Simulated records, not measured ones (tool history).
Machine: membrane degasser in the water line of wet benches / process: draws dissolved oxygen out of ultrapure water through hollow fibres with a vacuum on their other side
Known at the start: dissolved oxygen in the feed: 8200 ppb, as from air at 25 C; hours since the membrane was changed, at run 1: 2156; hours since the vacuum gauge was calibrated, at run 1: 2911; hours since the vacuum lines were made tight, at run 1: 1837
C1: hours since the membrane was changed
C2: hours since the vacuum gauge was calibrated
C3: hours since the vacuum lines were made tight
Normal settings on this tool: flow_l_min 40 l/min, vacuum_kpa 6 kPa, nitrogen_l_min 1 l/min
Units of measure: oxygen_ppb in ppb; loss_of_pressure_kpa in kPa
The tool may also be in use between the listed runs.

Run 1, hour 0: usual settings; C1 2156; C2 2911; C3 1837. Result: oxygen_ppb 370.4 ppb, loss_of_pressure_kpa 51.76 kPa.
Run 2, hour 65.1: usual settings; C1 2221; C2 2976; C3 1902. Result: oxygen_ppb 373.4 ppb, loss_of_pressure_kpa 51.65 kPa.
Run 3, hour 141.8: usual settings; C1 2298; C2 3053; C3 1979. Result: oxygen_ppb 366.3 ppb, loss_of_pressure_kpa 51.84 kPa.
Run 4, hour 180.1: usual settings; C1 2336; C2 3091; C3 2017. Result: oxygen_ppb 380.4 ppb, loss_of_pressure_kpa 51.66 kPa.
Run 5, hour 216.8: usual settings; C1 2373; C2 3128; C3 2054. Result: oxygen_ppb 379.8 ppb, loss_of_pressure_kpa 51.55 kPa.
Run 6, hour 282.3: usual settings but flow_l_min 34 l/min; C1 2438; C2 3194; C3 2119. Result: oxygen_ppb 293.7 ppb, loss_of_pressure_kpa 43.99 kPa.
Run 7, hour 348.1: usual settings but flow_l_min 50 l/min, vacuum_kpa 5.83 kPa, nitrogen_l_min 0.53 l/min; C1 2504; C2 3259; C3 2185. Result: oxygen_ppb 640.1 ppb, loss_of_pressure_kpa 64.84 kPa.
Run 8, hour 397.6: usual settings but flow_l_min 50 l/min, vacuum_kpa 7.14 kPa, nitrogen_l_min 0.53 l/min; C1 2553; C2 3309; C3 2234. Result: oxygen_ppb 803.4 ppb, loss_of_pressure_kpa 64.85 kPa.
Run 9, hour 459.4: usual settings but flow_l_min 32 l/min, vacuum_kpa 6.18 kPa, nitrogen_l_min 2.94 l/min; C1 2615; C2 3371; C3 2296. Result: oxygen_ppb 162.5 ppb, loss_of_pressure_kpa 41.4 kPa.
Run 10, hour 502.8: usual settings but flow_l_min 32 l/min, vacuum_kpa 3.88 kPa, nitrogen_l_min 0.46 l/min; C1 2659; C2 3414; C3 2340. Result: oxygen_ppb 173.5 ppb, loss_of_pressure_kpa 41.5 kPa.
Run 11, hour 542.4: usual settings but flow_l_min 34 l/min, vacuum_kpa 3.88 kPa, nitrogen_l_min 2.47 l/min; C1 2698; C2 3454; C3 2379. Result: oxygen_ppb 124.5 ppb, loss_of_pressure_kpa 43.6 kPa.
Run 12, hour 595.5: usual settings but flow_l_min 34 l/min, vacuum_kpa 3.88 kPa, nitrogen_l_min 2.47 l/min; C1 2751; C2 3507; C3 2432. Result: oxygen_ppb 126 ppb, loss_of_pressure_kpa 44.09 kPa.

Forecast each of these 4 alternatives for the next run:
Run A, hour 671.3: usual settings but flow_l_min 26 l/min, vacuum_kpa 12 kPa, nitrogen_l_min 2.47 l/min; C1 2827; C2 3583; C3 2508. Result: oxygen_ppb ?, loss_of_pressure_kpa ?.
Run B, hour 671.3: usual settings but flow_l_min 44 l/min, vacuum_kpa 9.04 kPa, nitrogen_l_min 0.97 l/min; C1 2827; C2 3583; C3 2508. Result: oxygen_ppb ?, loss_of_pressure_kpa ?.
Run C, hour 671.3: usual settings but flow_l_min 56 l/min, vacuum_kpa 4.33 kPa, nitrogen_l_min 2.08 l/min; C1 2827; C2 3583; C3 2508. Result: oxygen_ppb ?, loss_of_pressure_kpa ?.
Run D, hour 671.3: usual settings but vacuum_kpa 3.76 kPa; C1 2827; C2 3583; C3 2508. Result: oxygen_ppb ?, loss_of_pressure_kpa ?.

run  oxygen_ppb  loss_of_pressure_kpa
  A       258.6                 33.79
  B       674.2                 56.88
  C         423                 72.54
  D       209.1                 52.13
With no hidden state in the tool, these same runs would have given:
run  oxygen_ppb  loss_of_pressure_kpa
  A       252.5                 33.19
  B       658.9                 55.86
  C       400.8                 71.24
  D       194.6                  51.2
